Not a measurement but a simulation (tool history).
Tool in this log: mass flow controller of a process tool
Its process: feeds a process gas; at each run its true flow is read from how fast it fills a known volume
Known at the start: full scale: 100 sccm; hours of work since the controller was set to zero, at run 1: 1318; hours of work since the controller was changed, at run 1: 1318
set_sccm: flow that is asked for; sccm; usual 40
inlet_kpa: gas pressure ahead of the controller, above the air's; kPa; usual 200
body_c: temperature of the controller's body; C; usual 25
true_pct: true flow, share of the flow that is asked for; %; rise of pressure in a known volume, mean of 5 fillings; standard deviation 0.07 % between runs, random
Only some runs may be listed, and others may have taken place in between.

run,day,set_sccm,inlet_kpa,body_c,hours of work since the controller was set to zero,hours of work since the controller was changed,true_pct
1,0.000,40,200,25,1318,1318,99.12
2,4.283,40,200,25,1356,1356,99.37
3,7.812,40,200,25,1388,1388,99.32
4,10.346,40,200,25,1411,1411,99.23
5,14.412,40,200,25,1447,1447,99.19
6,17.588,40,200,25,1475,1475,99.23
7,21.129,40,200,25,1507,1507,99.34
8,24.238,40,200,25,1535,1535,99.25
9,28.829,40,200,25,1576,1576,99.22
10,32.821,40,200,25,1611,1611,99.24
11,36.379,40,200,25,1643,1643,99.30
12,41.004,72,166,25,1685,1685,99.44
# day 41.417: controller's zero set anew
13,44.675,25,200,25,29,1717,98.82
14,48.304,55,170,25,62,1750,99.23
15,51.058,52,170,28,86,1774,98.96
16,53.971,52,170,33,112,1800,98.56
17,56.467,40,256,25,134,1823,99.66
18,59.912,20,187,36,165,1853,97.60
# day 63.254: controller's zero set anew, once more
19,63.896,53,200,21,6,1889,99.90
20,67.604,57,200,21,39,1922,100.19
21,72.183,48,165,26,80,1963,99.38
22,75.067,35,200,25,106,1989,99.41

3 ways to go on from here, each from the tool as it stands after run 22. What would each give?
A,78.762,38,200,37,139,2022,?
B,78.762,25,200,34,139,2022,?
C,78.762,36,171,29,139,2022,?

run,true_pct
A,98.55
B,98.51
C,98.88
What these runs would have given with no unlogged condition in the tool:
run,true_pct
A,98.36
B,98.40
C,98.70

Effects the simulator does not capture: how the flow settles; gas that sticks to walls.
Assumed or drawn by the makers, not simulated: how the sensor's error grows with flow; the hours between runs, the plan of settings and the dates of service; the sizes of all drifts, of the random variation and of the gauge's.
